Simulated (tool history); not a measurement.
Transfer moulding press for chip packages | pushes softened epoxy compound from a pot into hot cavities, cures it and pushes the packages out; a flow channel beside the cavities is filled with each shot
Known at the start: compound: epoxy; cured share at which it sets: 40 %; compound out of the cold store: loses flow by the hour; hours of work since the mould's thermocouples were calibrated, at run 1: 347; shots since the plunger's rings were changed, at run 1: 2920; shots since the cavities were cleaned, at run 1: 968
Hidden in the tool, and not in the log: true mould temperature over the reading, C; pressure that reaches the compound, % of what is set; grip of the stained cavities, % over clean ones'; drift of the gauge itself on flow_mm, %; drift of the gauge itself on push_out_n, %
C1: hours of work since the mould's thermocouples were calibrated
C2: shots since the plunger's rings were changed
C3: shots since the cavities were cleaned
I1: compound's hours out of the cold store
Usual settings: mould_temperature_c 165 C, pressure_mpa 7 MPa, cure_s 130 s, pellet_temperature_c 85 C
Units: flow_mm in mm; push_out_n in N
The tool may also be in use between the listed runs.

run 1 day=0 | mould_temperature_c=165 pressure_mpa=7 cure_s=130 pellet_temperature_c=85 | C1=347 C2=2920 C3=968 | I1=17.3 | flow_mm=654 push_out_n=689
-- day=0.208 cavities cleaned with cleaning compound and waxed
run 2 day=1.071 | mould_temperature_c=165 pressure_mpa=7 cure_s=130 pellet_temperature_c=85 | C1=365 C2=3181 C3=223 | I1=27.6 | flow_mm=640 push_out_n=479
run 3 day=3.042 | mould_temperature_c=165 pressure_mpa=7 cure_s=130 pellet_temperature_c=88 | C1=399 C2=3688 C3=730 | I1=26.2 | flow_mm=638 push_out_n=665
-- day=4.167 cavities cleaned with cleaning compound and waxed
-- day=4.367 mould's thermocouples calibrated
-- day=4.558 plunger's sealing rings changed
run 4 day=4.708 | mould_temperature_c=165 pressure_mpa=7 cure_s=130 pellet_temperature_c=85 | C1=4 C2=40 C3=92 | I1=41.8 | flow_mm=637 push_out_n=432
run 5 day=5.992 | mould_temperature_c=165 pressure_mpa=7 cure_s=130 pellet_temperature_c=85 | C1=27 C2=370 C3=422 | I1=29.4 | flow_mm=657 push_out_n=567
run 6 day=7.883 | mould_temperature_c=165 pressure_mpa=7 cure_s=130 pellet_temperature_c=85 | C1=60 C2=858 C3=910 | I1=16.7 | flow_mm=672 push_out_n=683
-- day=8.279 cavities cleaned with cleaning compound and waxed
run 7 day=9.233 | mould_temperature_c=165 pressure_mpa=7 cure_s=129 pellet_temperature_c=85 | C1=82 C2=1190 C3=246 | I1=21.3 | flow_mm=661 push_out_n=499
run 8 day=10.929 | mould_temperature_c=165 pressure_mpa=7 cure_s=142 pellet_temperature_c=85 | C1=112 C2=1628 C3=684 | I1=33.1 | flow_mm=641 push_out_n=603
-- day=12.15 cavities cleaned with cleaning compound and waxed
run 9 day=12.279 | mould_temperature_c=165 pressure_mpa=5.43 cure_s=130 pellet_temperature_c=85 | C1=134 C2=1959 C3=33 | I1=25 | flow_mm=575 push_out_n=376
run 10 day=13.362 | mould_temperature_c=165 pressure_mpa=7 cure_s=130 pellet_temperature_c=85 | C1=153 C2=2239 C3=313 | I1=12.4 | flow_mm=671 push_out_n=532
run 11 day=14.229 | mould_temperature_c=165 pressure_mpa=7 cure_s=130 pellet_temperature_c=85 | C1=169 C2=2463 C3=537 | I1=10.5 | flow_mm=671 push_out_n=595
run 12 day=15.358 | mould_temperature_c=165 pressure_mpa=7 cure_s=152 pellet_temperature_c=85 | C1=188 C2=2754 C3=828 | I1=12.9 | flow_mm=665 push_out_n=619
-- day=16.088 cavities cleaned with cleaning compound and waxed
run 13 day=16.575 | mould_temperature_c=165 pressure_mpa=7 cure_s=130 pellet_temperature_c=85 | C1=209 C2=3052 C3=126 | I1=18.5 | flow_mm=653 push_out_n=434
run 14 day=17.704 | mould_temperature_c=165 pressure_mpa=7 cure_s=130 pellet_temperature_c=85 | C1=228 C2=3343 C3=417 | I1=39.7 | flow_mm=622 push_out_n=556
run 15 day=18.833 | mould_temperature_c=165 pressure_mpa=7 cure_s=130 pellet_temperature_c=85 | C1=248 C2=3634 C3=708 | I1=23.1 | flow_mm=642 push_out_n=655
-- day=19.962 cavities cleaned with cleaning compound and waxed
-- day=20.454 plunger's sealing rings changed
run 16 day=20.454 | mould_temperature_c=165 pressure_mpa=5.66 cure_s=130 pellet_temperature_c=90 | C1=273 C2=0 C3=100 | I1=43.5 | flow_mm=573 push_out_n=418
run 17 day=21.654 | mould_temperature_c=165 pressure_mpa=5.66 cure_s=130 pellet_temperature_c=90 | C1=294 C2=309 C3=409 | I1=28.6 | flow_mm=592 push_out_n=557
run 18 day=23.446 | mould_temperature_c=171 pressure_mpa=6.86 cure_s=152 pellet_temperature_c=86 | C1=326 C2=771 C3=871 | I1=47.8 | flow_mm=596 push_out_n=639
-- day=23.962 cavities cleaned with cleaning compound and waxed
run 19 day=25.45 | mould_temperature_c=158 pressure_mpa=6.7 cure_s=137 pellet_temperature_c=85 | C1=360 C2=1273 C3=384 | I1=17.9 | flow_mm=695 push_out_n=767
run 20 day=27.121 | mould_temperature_c=158 pressure_mpa=6.7 cure_s=137 pellet_temperature_c=85 | C1=389 C2=1703 C3=814 | I1=21.5 | flow_mm=683 push_out_n=958
-- day=27.921 cavities cleaned with cleaning compound and waxed
-- day=28.917 mould's thermocouples calibrated
run 21 day=28.942 | mould_temperature_c=158 pressure_mpa=6.7 cure_s=137 pellet_temperature_c=85 | C1=0 C2=2135 C3=241 | I1=30.9 | flow_mm=660 push_out_n=630
run 22 day=30.825 | mould_temperature_c=169 pressure_mpa=6.51 cure_s=111 pellet_temperature_c=77 | C1=33 C2=2620 C3=726 | I1=46.4 | flow_mm=578 push_out_n=644
-- day=31.933 cavities cleaned with cleaning compound and waxed
run 23 day=32.317 | mould_temperature_c=169 pressure_mpa=6.51 cure_s=111 pellet_temperature_c=77 | C1=58 C2=2990 C3=99 | I1=34.4 | flow_mm=590 push_out_n=419
run 24 day=33.271 | mould_temperature_c=165 pressure_mpa=6.07 cure_s=130 pellet_temperature_c=92 | C1=75 C2=3236 C3=345 | I1=22.6 | flow_mm=602 push_out_n=521
run 25 day=34.4 | mould_temperature_c=165 pressure_mpa=6.44 cure_s=113 pellet_temperature_c=94 | C1=95 C2=3527 C3=636 | I1=24.8 | flow_mm=612 push_out_n=733
run 26 day=35.583 | mould_temperature_c=165 pressure_mpa=6.44 cure_s=113 pellet_temperature_c=94 | C1=116 C2=3832 C3=941 | I1=11.9 | flow_mm=629 push_out_n=779
-- day=35.796 cavities cleaned with cleaning compound and waxed
-- day=36.517 plunger's sealing rings changed
run 27 day=36.796 | mould_temperature_c=165 pressure_mpa=7 cure_s=135 pellet_temperature_c=85 | C1=134 C2=73 C3=231 | I1=28.1 | flow_mm=660 push_out_n=459

3 ways to go on from here, each from the tool as it stands after run 27. What would each give?
run A day=37.75 | mould_temperature_c=165 pressure_mpa=7 cure_s=135 pellet_temperature_c=85 | C1=151 C2=319 C3=477 | I1=42 | flow_mm=? push_out_n=?
run B day=37.75 | mould_temperature_c=161 pressure_mpa=7 cure_s=135 pellet_temperature_c=85 | C1=151 C2=319 C3=477 | I1=46.4 | flow_mm=? push_out_n=?
run C day=37.75 | mould_temperature_c=165 pressure_mpa=6.28 cure_s=116 pellet_temperature_c=90 | C1=151 C2=319 C3=477 | I1=41.4 | flow_mm=? push_out_n=?

run=A flow_mm=637 push_out_n=555
run=B flow_mm=650 push_out_n=634
run=C flow_mm=604 push_out_n=635
Without the tool's hidden state the same runs would have given:
run=A flow_mm=637 push_out_n=339
run=B flow_mm=649 push_out_n=380
run=C flow_mm=604 push_out_n=382
